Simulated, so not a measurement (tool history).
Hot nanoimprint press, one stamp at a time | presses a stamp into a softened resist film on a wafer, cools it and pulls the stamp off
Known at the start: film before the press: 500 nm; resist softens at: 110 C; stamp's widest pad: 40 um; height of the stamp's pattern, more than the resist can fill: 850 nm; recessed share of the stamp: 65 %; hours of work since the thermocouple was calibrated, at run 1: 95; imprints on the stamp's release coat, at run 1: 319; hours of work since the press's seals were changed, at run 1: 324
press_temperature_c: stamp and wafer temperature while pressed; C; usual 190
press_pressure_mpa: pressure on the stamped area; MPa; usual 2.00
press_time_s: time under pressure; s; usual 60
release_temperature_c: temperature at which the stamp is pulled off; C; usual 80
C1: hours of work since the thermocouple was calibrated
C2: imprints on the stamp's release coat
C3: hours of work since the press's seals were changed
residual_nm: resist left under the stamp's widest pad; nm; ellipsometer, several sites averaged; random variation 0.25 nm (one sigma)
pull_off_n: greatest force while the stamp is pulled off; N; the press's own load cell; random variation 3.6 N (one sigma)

Run 1, hour 0.0: usual settings; C1 95; C2 319; C3 324. Result: residual_nm 230.0 nm, pull_off_n 193 N.
Run 2, hour 50.9: usual settings; C1 125; C2 485; C3 353. Result: residual_nm 229.5 nm, pull_off_n 208 N.
Run 3, hour 105.2: usual settings but press_temperature_c 180 C; C1 156; C2 662; C3 384. Result: residual_nm 312.1 nm, pull_off_n 219 N.
At hour 180.6: stamp cleaned and given a new release coat.
Run 4, hour 180.6: usual settings; C1 196; C2 0; C3 424. Result: residual_nm 229.2 nm, pull_off_n 173 N.
Run 5, hour 243.8: usual settings; C1 232; C2 205; C3 461. Result: residual_nm 228.9 nm, pull_off_n 183 N.
Run 6, hour 277.4: usual settings; C1 252; C2 315; C3 480. Result: residual_nm 228.6 nm, pull_off_n 198 N.
At hour 338.3: plate thermocouple calibrated.
Run 7, hour 348.1: usual settings; C1 6; C2 536; C3 519. Result: residual_nm 230.2 nm, pull_off_n 217 N.
Run 8, hour 406.5: usual settings but press_time_s 109 s; C1 39; C2 726; C3 553. Result: residual_nm 189.4 nm, pull_off_n 225 N.
At hour 461.5: stamp cleaned and given a new release coat.
Run 9, hour 470.7: usual settings but press_time_s 109 s; C1 73; C2 30; C3 586. Result: residual_nm 189.3 nm, pull_off_n 175 N.
Run 10, hour 534.9: usual settings but press_time_s 109 s; C1 110; C2 239; C3 623. Result: residual_nm 189.4 nm, pull_off_n 190 N.
Run 11, hour 589.2: usual settings but press_time_s 109 s; C1 141; C2 416; C3 654. Result: residual_nm 189.2 nm, pull_off_n 211 N.
Run 12, hour 622.0: usual settings but press_time_s 109 s; C1 160; C2 523; C3 673. Result: residual_nm 188.9 nm, pull_off_n 206 N.
Run 13, hour 671.5: usual settings but press_pressure_mpa 2.36 MPa, press_time_s 78 s; C1 188; C2 684; C3 702. Result: residual_nm 190.5 nm, pull_off_n 233 N.
Run 14, hour 709.3: usual settings but press_pressure_mpa 3.07 MPa, release_temperature_c 68 C; C1 210; C2 807; C3 724. Result: residual_nm 178.8 nm, pull_off_n 261 N.
At hour 741.8: stamp cleaned and given a new release coat.
Run 15, hour 778.5: usual settings but press_pressure_mpa 2.56 MPa, release_temperature_c 67 C; C1 246; C2 119; C3 760. Result: residual_nm 198.0 nm, pull_off_n 200 N.
Run 16, hour 816.6: usual settings but press_pressure_mpa 3.17 MPa, release_temperature_c 85 C; C1 268; C2 243; C3 782. Result: residual_nm 174.6 nm, pull_off_n 181 N.
At hour 848.5: plate thermocouple calibrated.
Run 17, hour 877.9: usual settings but release_temperature_c 82 C; C1 17; C2 433; C3 815. Result: residual_nm 231.7 nm, pull_off_n 198 N.
Run 18, hour 940.9: usual settings but press_temperature_c 186 C, press_time_s 58 s, release_temperature_c 82 C; C1 53; C2 639; C3 852. Result: residual_nm 264.7 nm, pull_off_n 214 N.
Run 19, hour 1003.7: usual settings but press_temperature_c 186 C, press_time_s 58 s, release_temperature_c 82 C; C1 89; C2 843; C3 888. Result: residual_nm 264.4 nm, pull_off_n 228 N.
At hour 1027.3: stamp cleaned and given a new release coat.
Run 20, hour 1041.2: usual settings but press_temperature_c 179 C, press_pressure_mpa 1.53 MPa, press_time_s 45 s; C1 107; C2 46; C3 906. Result: residual_nm 382.3 nm, pull_off_n 184 N.
Run 21, hour 1085.3: usual settings but press_temperature_c 179 C, press_pressure_mpa 1.53 MPa, press_time_s 45 s; C1 133; C2 189; C3 931. Result: residual_nm 382.0 nm, pull_off_n 178 N.
Run 22, hour 1155.3: usual settings but press_pressure_mpa 1.51 MPa, press_time_s 49 s; C1 173; C2 417; C3 972. Result: residual_nm 285.0 nm, pull_off_n 196 N.
Run 23, hour 1188.4: usual settings but press_pressure_mpa 1.51 MPa, press_time_s 49 s; C1 192; C2 525; C3 991. Result: residual_nm 284.6 nm, pull_off_n 204 N.
Run 24, hour 1226.7: usual settings but press_time_s 33 s, release_temperature_c 86 C; C1 214; C2 650; C3 1013. Result: residual_nm 275.4 nm, pull_off_n 207 N.

Some steps in residual_nm between neighbouring runs. How much of each would the tool show without its hidden state too (settings, what came in, random variation), and how much is left for the hidden state, with any gauge scatter that isn't in both results?
The hidden state here: true temperature over the reading, C; pressure that arrives at the usual setting, %; grip of the stamp's worn release coat, % over a new coat's; drift of the gauge itself on residual_nm, %; drift of the gauge itself on pull_off_n, %.
Run 6 -> 7: plate thermocouple calibrated. residual_nm +1.6 nm: hidden state +1.8, all else -0.2.
Run 16 -> 17: press_pressure_mpa 3.17 -> 2.00, release_temperature_c 85 -> 82, plate thermocouple calibrated. residual_nm +57.1 nm: hidden state +1.9, all else +55.2.
Run 19 -> 20: press_temperature_c 186 -> 179, press_pressure_mpa 2.00 -> 1.53, press_time_s 58 -> 45, release_temperature_c 82 -> 80, stamp cleaned and given a new release coat. residual_nm +117.9 nm: hidden state -0.9, all else +118.8.
Run 21 -> 22: press_temperature_c 179 -> 190, press_pressure_mpa 1.53 -> 1.51, press_time_s 45 -> 49. residual_nm -97.0 nm: hidden state -0.2, all else -96.8.
